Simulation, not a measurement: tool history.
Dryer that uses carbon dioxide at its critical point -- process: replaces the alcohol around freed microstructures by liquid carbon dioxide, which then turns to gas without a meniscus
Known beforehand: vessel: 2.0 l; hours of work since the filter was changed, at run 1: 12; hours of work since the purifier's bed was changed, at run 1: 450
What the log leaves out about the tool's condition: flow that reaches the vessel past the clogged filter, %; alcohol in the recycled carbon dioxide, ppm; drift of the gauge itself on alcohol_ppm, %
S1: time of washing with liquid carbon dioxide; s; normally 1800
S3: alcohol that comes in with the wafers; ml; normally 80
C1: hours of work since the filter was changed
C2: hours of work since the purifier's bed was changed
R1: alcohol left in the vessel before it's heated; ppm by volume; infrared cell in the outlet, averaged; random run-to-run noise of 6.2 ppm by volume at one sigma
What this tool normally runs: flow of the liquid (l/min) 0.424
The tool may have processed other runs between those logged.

{"run": 1, "day": 0.0, "S1": 1800, "flow of the liquid (l/min)": 0.424, "S3": 80, "C1": 12, "C2": 450, "R1": 329}
{"run": 2, "day": 0.583, "S1": 1800, "flow of the liquid (l/min)": 0.424, "S3": 80, "C1": 21, "C2": 459, "R1": 328}
{"run": 3, "day": 1.3, "S1": 1800, "flow of the liquid (l/min)": 0.424, "S3": 80, "C1": 31, "C2": 470, "R1": 348}
{"run": 4, "day": 1.942, "S1": 1800, "flow of the liquid (l/min)": 0.424, "S3": 80, "C1": 41, "C2": 479, "R1": 349}
{"run": 5, "day": 2.771, "S1": 1800, "flow of the liquid (l/min)": 0.424, "S3": 80, "C1": 53, "C2": 492, "R1": 374}
{"run": 6, "day": 3.45, "S1": 1800, "flow of the liquid (l/min)": 0.424, "S3": 80, "C1": 63, "C2": 502, "R1": 377}
{"run": 7, "day": 4.362, "S1": 2040, "flow of the liquid (l/min)": 0.424, "S3": 80, "C1": 77, "C2": 516, "R1": 254}
{"run": 8, "day": 4.95, "S1": 2040, "flow of the liquid (l/min)": 0.424, "S3": 80, "C1": 86, "C2": 524, "R1": 250}
{"run": 9, "day": 5.35, "S1": 2040, "flow of the liquid (l/min)": 0.424, "S3": 80, "C1": 92, "C2": 530, "R1": 250}
{"run": 10, "day": 6.183, "S1": 2040, "flow of the liquid (l/min)": 0.424, "S3": 80, "C1": 104, "C2": 543, "R1": 265}
{"run": 11, "day": 7.096, "S1": 1800, "flow of the liquid (l/min)": 0.424, "S3": 76, "C1": 118, "C2": 556, "R1": 425}
{"run": 12, "day": 7.858, "S1": 1800, "flow of the liquid (l/min)": 0.424, "S3": 76, "C1": 129, "C2": 568, "R1": 423}
{"run": 13, "day": 8.462, "S1": 1800, "flow of the liquid (l/min)": 0.424, "S3": 76, "C1": 138, "C2": 577, "R1": 455}
{"run": 14, "day": 9.25, "S1": 1800, "flow of the liquid (l/min)": 0.424, "S3": 76, "C1": 150, "C2": 589, "R1": 444}
{"run": 15, "day": 10.162, "S1": 1260, "flow of the liquid (l/min)": 0.424, "S3": 80, "C1": 164, "C2": 602, "R1": 1587}
{"run": 16, "day": 10.717, "S1": 1800, "flow of the liquid (l/min)": 0.424, "S3": 80, "C1": 172, "C2": 611, "R1": 484}
{"run": 17, "day": 11.304, "S1": 1800, "flow of the liquid (l/min)": 0.424, "S3": 80, "C1": 181, "C2": 619, "R1": 503}
{"run": 18, "day": 11.825, "S1": 1560, "flow of the liquid (l/min)": 0.424, "S3": 80, "C1": 189, "C2": 627, "R1": 877}
{"run": 19, "day": 12.3, "S1": 1560, "flow of the liquid (l/min)": 0.424, "S3": 80, "C1": 196, "C2": 634, "R1": 896}
{"run": 20, "day": 12.738, "S1": 1560, "flow of the liquid (l/min)": 0.424, "S3": 80, "C1": 202, "C2": 641, "R1": 880}
{"day": 13.017, "done": "inlet filter changed"}
{"run": 21, "day": 13.721, "S1": 1560, "flow of the liquid (l/min)": 0.424, "S3": 80, "C1": 11, "C2": 655, "R1": 592}
{"run": 22, "day": 14.633, "S1": 1560, "flow of the liquid (l/min)": 0.424, "S3": 80, "C1": 24, "C2": 668, "R1": 616}
{"run": 23, "day": 15.179, "S1": 1560, "flow of the liquid (l/min)": 0.424, "S3": 80, "C1": 32, "C2": 677, "R1": 636}
{"run": 24, "day": 15.65, "S1": 1560, "flow of the liquid (l/min)": 0.424, "S3": 80, "C1": 39, "C2": 684, "R1": 634}
{"run": 25, "day": 16.525, "S1": 2520, "flow of the liquid (l/min)": 0.675, "S3": 68, "C1": 52, "C2": 697, "R1": 117}
{"run": 26, "day": 17.192, "S1": 2520, "flow of the liquid (l/min)": 0.675, "S3": 68, "C1": 62, "C2": 707, "R1": 114}
{"run": 27, "day": 17.7, "S1": 1200, "flow of the liquid (l/min)": 0.38, "S3": 25, "C1": 70, "C2": 714, "R1": 805}
{"run": 28, "day": 18.433, "S1": 1800, "flow of the liquid (l/min)": 0.499, "S3": 44, "C1": 81, "C2": 725, "R1": 192}
{"run": 29, "day": 19.367, "S1": 1800, "flow of the liquid (l/min)": 0.499, "S3": 44, "C1": 95, "C2": 739, "R1": 196}
{"run": 30, "day": 19.833, "S1": 2700, "flow of the liquid (l/min)": 0.362, "S3": 28, "C1": 102, "C2": 746, "R1": 161}
{"run": 31, "day": 20.329, "S1": 1920, "flow of the liquid (l/min)": 0.424, "S3": 73, "C1": 109, "C2": 754, "R1": 348}
{"run": 32, "day": 21.112, "S1": 2460, "flow of the liquid (l/min)": 0.424, "S3": 26, "C1": 121, "C2": 765, "R1": 145}
{"run": 33, "day": 21.546, "S1": 1140, "flow of the liquid (l/min)": 0.459, "S3": 26, "C1": 127, "C2": 772, "R1": 617}
{"run": 34, "day": 22.288, "S1": 1140, "flow of the liquid (l/min)": 0.459, "S3": 69, "C1": 139, "C2": 783, "R1": 1500}
{"run": 35, "day": 22.712, "S1": 1860, "flow of the liquid (l/min)": 0.327, "S3": 67, "C1": 145, "C2": 789, "R1": 891}
{"run": 36, "day": 23.242, "S1": 2520, "flow of the liquid (l/min)": 0.477, "S3": 80, "C1": 153, "C2": 797, "R1": 159}
{"run": 37, "day": 23.8, "S1": 2520, "flow of the liquid (l/min)": 0.477, "S3": 80, "C1": 161, "C2": 805, "R1": 163}
{"run": 38, "day": 24.583, "S1": 1800, "flow of the liquid (l/min)": 0.571, "S3": 103, "C1": 173, "C2": 817, "R1": 250}
{"run": 39, "day": 25.433, "S1": 1560, "flow of the liquid (l/min)": 0.571, "S3": 103, "C1": 186, "C2": 830, "R1": 380}
{"run": 40, "day": 25.996, "S1": 1800, "flow of the liquid (l/min)": 0.424, "S3": 80, "C1": 194, "C2": 838, "R1": 549}
{"run": 41, "day": 26.492, "S1": 2280, "flow of the liquid (l/min)": 0.688, "S3": 33, "C1": 201, "C2": 846, "R1": 151}
{"day": 26.817, "done": "purifier's bed changed"}
{"day": 26.967, "done": "inlet filter changed"}
{"run": 42, "day": 27.383, "S1": 1140, "flow of the liquid (l/min)": 0.345, "S3": 28, "C1": 6, "C2": 8, "R1": 1040}
{"run": 43, "day": 28.275, "S1": 1140, "flow of the liquid (l/min)": 0.345, "S3": 28, "C1": 20, "C2": 21, "R1": 1015}
{"run": 44, "day": 29.192, "S1": 1140, "flow of the liquid (l/min)": 0.345, "S3": 28, "C1": 33, "C2": 35, "R1": 1036}
{"run": 45, "day": 29.796, "S1": 2520, "flow of the liquid (l/min)": 0.498, "S3": 53, "C1": 42, "C2": 44, "R1": 25}
{"run": 46, "day": 30.704, "S1": 2340, "flow of the liquid (l/min)": 0.352, "S3": 30, "C1": 56, "C2": 57, "R1": 83}
{"run": 47, "day": 31.625, "S1": 1920, "flow of the liquid (l/min)": 0.339, "S3": 109, "C1": 70, "C2": 71, "R1": 796}
{"run": 48, "day": 32.338, "S1": 1680, "flow of the liquid (l/min)": 0.424, "S3": 36, "C1": 80, "C2": 82, "R1": 198}

What if the next run were any one of these 3? Each begins from the tool's condition after run 48:
{"run": "A", "day": 33.062, "S1": 1440, "flow of the liquid (l/min)": 0.424, "S3": 21, "C1": 91, "C2": 93, "R1": "?"}
{"run": "B", "day": 33.062, "S1": 1140, "flow of the liquid (l/min)": 0.424, "S3": 36, "C1": 91, "C2": 93, "R1": "?"}
{"run": "C", "day": 33.062, "S1": 1320, "flow of the liquid (l/min)": 0.492, "S3": 114, "C1": 91, "C2": 93, "R1": "?"}

run=A R1=226
run=B R1=843
run=C R1=930
Stripped of hidden state, with their random variation kept, the same runs would have yielded:
run=A R1=172
run=B R1=707
run=C R1=739
